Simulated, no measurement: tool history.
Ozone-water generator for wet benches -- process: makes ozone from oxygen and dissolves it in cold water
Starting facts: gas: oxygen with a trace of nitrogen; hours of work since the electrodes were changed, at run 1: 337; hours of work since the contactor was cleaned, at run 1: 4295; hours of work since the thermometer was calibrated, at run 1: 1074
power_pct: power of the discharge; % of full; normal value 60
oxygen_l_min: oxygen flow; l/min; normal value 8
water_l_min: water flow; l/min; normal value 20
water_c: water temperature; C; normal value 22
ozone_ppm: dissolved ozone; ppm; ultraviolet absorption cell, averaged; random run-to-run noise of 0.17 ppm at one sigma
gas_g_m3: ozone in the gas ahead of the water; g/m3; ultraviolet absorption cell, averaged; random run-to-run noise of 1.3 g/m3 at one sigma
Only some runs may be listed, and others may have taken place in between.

run     day  power_pct  oxygen_l_min  water_l_min  water_c  hours of work since the electrodes were changed  hours of work since the contactor was cleaned  hours of work since the thermometer was calibrated  ozone_ppm  gas_g_m3
  1       0         60             8           20       22                                              337                                           4295                                                1074       21.6     228.6
  2   1.646         60             8           20       22                                              363                                           4321                                                1099       21.5     229.4
  3     3.3         60             8           14       22                                              388                                           4347                                                1125       28.4     231.8
  4   4.383         60             8           20       22                                              405                                           4363                                                1142       21.5     228.6
  5   5.942         60             8           20       22                                              429                                           4387                                                1166       21.7     231.3
  6   6.771         48             8           20       22                                              442                                           4400                                                1179       17.6     189.2
  7   7.746         48             8           20       22                                              457                                           4415                                                1194       17.7     189.7
  8   9.442         48             8           20       22                                              483                                           4442                                                1220       17.6     189.2
  9   10.35         60             8           28       22                                              498                                           4456                                                1234       16.2     231.4
 10    11.3         60             8           28       22                                              512                                           4471                                                1249       16.3     229.1
 11  12.771         60             8           28       22                                              535                                           4493                                                1272       16.1     229.2
 12  14.038         60             8           20       28                                              555                                           4513                                                1292       19.2     227.9
 13    15.4         60             8           20       28                                              576                                           4534                                                1313       19.1       230
 14  16.446         60             8           20       28                                              592                                           4550                                                1329         19     230.4
 15  17.508         60             8           24       22                                              609                                           4567                                                1345       18.6     230.3
 16  18.521         60             8           24       22                                              624                                           4583                                                1361       18.4     227.3
 17    20.1         60             8           24       22                                              649                                           4607                                                1386       18.5     230.6
 18  22.017         60          6.59           26       22                                              678                                           4637                                                1415       17.6     257.8
 19  23.296         89          6.59           26       22                                              698                                           4657                                                1435       24.7     362.2

Predict the results of run 20:
 20  24.325         98          7.89           21       23                                              714                                           4673                                                1451          ?         ?

Logged for run 20: ozone_ppm 31.6 ppm, gas_g_m3 354.6 g/m3.
With the hidden condition absent and the run-to-run variation left alone, this run would have shown ozone_ppm 33.9 ppm, gas_g_m3 359.5 g/m3.
